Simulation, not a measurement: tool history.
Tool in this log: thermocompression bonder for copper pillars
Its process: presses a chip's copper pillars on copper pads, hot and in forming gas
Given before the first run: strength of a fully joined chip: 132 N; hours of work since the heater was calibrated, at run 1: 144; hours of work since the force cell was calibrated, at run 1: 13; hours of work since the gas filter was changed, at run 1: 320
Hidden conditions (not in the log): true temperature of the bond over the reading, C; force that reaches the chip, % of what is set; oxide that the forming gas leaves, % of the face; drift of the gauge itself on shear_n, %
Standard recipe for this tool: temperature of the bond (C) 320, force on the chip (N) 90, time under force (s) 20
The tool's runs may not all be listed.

run     day  temperature of the bond (C)  force on the chip (N)  time under force (s)  hours of work since the heater was calibrated  hours of work since the force cell was calibrated  hours of work since the gas filter was changed  force that shears a chip off (N)
  1   0.000                          320                     90                    20                                            144                                                 13                                             320                              52.0
  2   1.446                          344                     90                    20                                            161                                                 30                                             337                              66.3
  3   3.175                          344                     90                    20                                            182                                                 50                                             357                              67.1
      4.058  -- forming gas filter changed
  4   5.933                          344                     90                    20                                            214                                                 82                                              22                              72.9
  5   7.783                          320                     90                    20                                            236                                                104                                              44                              56.6
  6  10.321                          320                     90                    30                                            266                                                134                                              74                              64.7
  7  12.079                          320                     90                    30                                            286                                                155                                              95                              64.9
  8  14.675                          320                     90                    20                                            317                                                186                                             125                              56.0
  9  17.071                          320                     90                    20                                            345                                                214                                             154                              55.2
 10  18.808                          320                     90                    20                                            366                                                234                                             174                              55.6
 11  20.142                          320                     90                    20                                            382                                                250                                             190                              54.3
 12  22.700                          305                     90                    20                                            412                                                280                                             220                              45.6
 13  25.188                          305                     90                    20                                            441                                                310                                             249                              45.6
 14  27.525                          305                     90                    20                                            469                                                337                                             277                              45.3
 15  29.233                          305                     90                    20                                            489                                                357                                             297                              45.6
 16  31.554                          305                     90                    20                                            516                                                385                                             325                              44.9
 17  32.883                          305                     90                    20                                            532                                                400                                             340                              44.7
 18  34.096                          305                     90                    20                                            546                                                415                                             355                              44.5
     35.238  -- forming gas filter changed
 19  35.325                          305                     90                    20                                            561                                                429                                               1                              49.4
 20  37.642                          305                     90                    20                                            588                                                456                                              28                              49.0
 21  39.858                          305                     90                    20                                            614                                                483                                              55                              49.1
 22  41.771                          305                     90                    20                                            637                                                505                                              77                              48.9
 23  43.183                          305                     90                    20                                            653                                                522                                              94                              48.3
 24  44.317                          305                     90                    20                                            667                                                535                                             107                              48.3
 25  46.071                          338                     90                    24                                            687                                                556                                             128                              74.0
 26  47.429                          332                     90                    35                                            703                                                572                                             144                              78.9
 27  49.200                          332                     90                    35                                            724                                                593                                             165                              78.4
 28  51.617                          332                     90                    35                                            753                                                621                                             193                              78.2
 29  53.700                          325                     90                    26                                            777                                                646                                             218                              66.2
 30  55.312                          325                    108                    26                                            797                                                665                                             237                              76.6
 31  57.308                          320                     64                    15                                            820                                                689                                             261                              35.5
 32  58.467                          320                     66                    20                                            834                                                702                                             274                              41.0
 33  60.562                          349                     97                    14                                            859                                                727                                             299                              72.1
 34  62.738                          333                     91                    18                                            884                                                753                                             325                              63.9
 35  63.971                          333                     91                    18                                            899                                                767                                             339                              62.5
     64.917  -- heater calibrated with a thermocouple chip
     66.396  -- forming gas filter changed
 36  66.521                          333                     91                    18                                             19                                                796                                               1                              66.1
 37  68.121                          304                     86                    20                                             38                                                815                                              20                              45.6
 38  70.600                          306                    110                    50                                             67                                                844                                              50                              81.1
 39  72.408                          306                    110                    17                                             88                                                866                                              71                              55.7

Below are 4 alternative next runs, each starting from the tool's condition after run 39. Predict each:
  A  74.333                          306                    115                    21                                            111                                                888                                              94                                 ?
  B  74.333                          320                     90                    28                                            111                                                888                                              94                                 ?
  C  74.333                          335                     90                    20                                            111                                                888                                              94                                 ?
  D  74.333                          327                    101                    25                                            111                                                888                                              94                                 ?

run  force that shears a chip off (N)
  A                              62.9
  B                              64.7
  C                              67.3
  D                              74.5
Without the tool's unlogged condition, the same runs would have read:
run  force that shears a chip off (N)
  A                              61.1
  B                              62.9
  C                              65.5
  D                              72.8
